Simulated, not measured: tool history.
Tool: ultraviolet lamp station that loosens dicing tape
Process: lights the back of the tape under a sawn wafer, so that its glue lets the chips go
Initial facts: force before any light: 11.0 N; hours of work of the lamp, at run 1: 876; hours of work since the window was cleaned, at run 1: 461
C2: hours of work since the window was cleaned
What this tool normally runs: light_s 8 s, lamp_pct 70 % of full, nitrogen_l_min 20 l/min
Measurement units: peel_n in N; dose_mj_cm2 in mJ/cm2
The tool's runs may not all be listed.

Run 1, hour 0.0: usual settings; hours of work of the lamp 876; C2 461. Result: peel_n 0.731 N, dose_mj_cm2 128 mJ/cm2.
Run 2, hour 41.9: usual settings; hours of work of the lamp 908; C2 493. Result: peel_n 0.753 N, dose_mj_cm2 123 mJ/cm2.
Run 3, hour 73.1: usual settings; hours of work of the lamp 931; C2 516. Result: peel_n 0.786 N, dose_mj_cm2 119 mJ/cm2.
Run 4, hour 121.8: usual settings; hours of work of the lamp 968; C2 553. Result: peel_n 0.809 N, dose_mj_cm2 124 mJ/cm2.
At hour 157.8: lamp changed.
Run 5, hour 157.8: usual settings; hours of work of the lamp 0; C2 580. Result: peel_n 0.420 N, dose_mj_cm2 163 mJ/cm2.
Run 6, hour 191.7: usual settings; hours of work of the lamp 26; C2 605. Result: peel_n 0.427 N, dose_mj_cm2 161 mJ/cm2.
Run 7, hour 227.2: usual settings but lamp_pct 61 % of full; hours of work of the lamp 53; C2 632. Result: peel_n 0.589 N, dose_mj_cm2 136 mJ/cm2.
Run 8, hour 263.9: usual settings but lamp_pct 61 % of full; hours of work of the lamp 80; C2 660. Result: peel_n 0.598 N, dose_mj_cm2 135 mJ/cm2.
At hour 297.5: window cleaned of glue's vapour.
Run 9, hour 301.3: usual settings but lamp_pct 61 % of full; hours of work of the lamp 108; C2 3. Result: peel_n 0.506 N, dose_mj_cm2 144 mJ/cm2.
Run 10, hour 328.9: usual settings but lamp_pct 61 % of full; hours of work of the lamp 129; C2 24. Result: peel_n 0.503 N, dose_mj_cm2 145 mJ/cm2.
Run 11, hour 375.2: usual settings; hours of work of the lamp 164; C2 59. Result: peel_n 0.390 N, dose_mj_cm2 167 mJ/cm2.
Run 12, hour 409.5: usual settings; hours of work of the lamp 190; C2 85. Result: peel_n 0.385 N, dose_mj_cm2 170 mJ/cm2.
Run 13, hour 455.6: usual settings but light_s 6 s, lamp_pct 83 % of full, nitrogen_l_min 11 l/min; hours of work of the lamp 225; C2 120. Result: peel_n 0.928 N, dose_mj_cm2 149 mJ/cm2.
Run 14, hour 495.2: usual settings but light_s 6 s, lamp_pct 83 % of full, nitrogen_l_min 11 l/min; hours of work of the lamp 255; C2 150. Result: peel_n 0.947 N, dose_mj_cm2 141 mJ/cm2.
Run 15, hour 534.4: usual settings but light_s 6 s, lamp_pct 83 % of full, nitrogen_l_min 11 l/min; hours of work of the lamp 285; C2 180. Result: peel_n 0.945 N, dose_mj_cm2 136 mJ/cm2.
Run 16, hour 562.6: usual settings but light_s 6 s, lamp_pct 83 % of full, nitrogen_l_min 11 l/min; hours of work of the lamp 306; C2 201. Result: peel_n 1.003 N, dose_mj_cm2 139 mJ/cm2.
Run 17, hour 595.9: usual settings but light_s 6 s, nitrogen_l_min 24 l/min; hours of work of the lamp 332; C2 226. Result: peel_n 0.749 N, dose_mj_cm2 120 mJ/cm2.
Run 18, hour 640.9: usual settings but lamp_pct 74 % of full; hours of work of the lamp 366; C2 260. Result: peel_n 0.419 N, dose_mj_cm2 159 mJ/cm2.
Run 19, hour 691.4: usual settings but lamp_pct 75 % of full, nitrogen_l_min 30 l/min; hours of work of the lamp 404; C2 299. Result: peel_n 0.326 N, dose_mj_cm2 160 mJ/cm2.
Run 20, hour 733.8: usual settings but light_s 7 s; hours of work of the lamp 436; C2 331. Result: peel_n 0.678 N, dose_mj_cm2 128 mJ/cm2.
Run 21, hour 777.2: usual settings but light_s 7 s; hours of work of the lamp 469; C2 364. Result: peel_n 0.703 N, dose_mj_cm2 127 mJ/cm2.
Run 22, hour 832.9: usual settings but light_s 4 s, nitrogen_l_min 6 l/min; hours of work of the lamp 511; C2 406. Result: peel_n 4.078 N, dose_mj_cm2 71 mJ/cm2.
Run 23, hour 878.0: usual settings but light_s 5 s, lamp_pct 87 % of full; hours of work of the lamp 546; C2 440. Result: peel_n 0.984 N, dose_mj_cm2 106 mJ/cm2.
Run 24, hour 924.7: usual settings but light_s 5 s, lamp_pct 87 % of full; hours of work of the lamp 581; C2 475. Result: peel_n 1.038 N, dose_mj_cm2 109 mJ/cm2.

Forecast each of these 4 alternatives for the next run:
Run A, hour 957.8: usual settings but light_s 9 s, lamp_pct 79 % of full, nitrogen_l_min 14 l/min; hours of work of the lamp 606; C2 501. Result: peel_n ?, dose_mj_cm2 ?.
Run B, hour 957.8: usual settings but light_s 5 s, lamp_pct 87 % of full, nitrogen_l_min 18 l/min; hours of work of the lamp 606; C2 501. Result: peel_n ?, dose_mj_cm2 ?.
Run C, hour 957.8: usual settings but nitrogen_l_min 23 l/min; hours of work of the lamp 606; C2 501. Result: peel_n ?, dose_mj_cm2 ?.
Run D, hour 957.8: usual settings but light_s 5 s, lamp_pct 80 % of full; hours of work of the lamp 606; C2 501. Result: peel_n ?, dose_mj_cm2 ?.

run  peel_n  dose_mj_cm2
  A   0.504          173
  B   1.179          105
  C   0.550          136
  D   1.245           93
Take away the tool's hidden state, keep each run's random variation, and the runs would have read:
run  peel_n  dose_mj_cm2
  A   0.289          229
  B   0.641          139
  C   0.308          180
  D   0.685          125
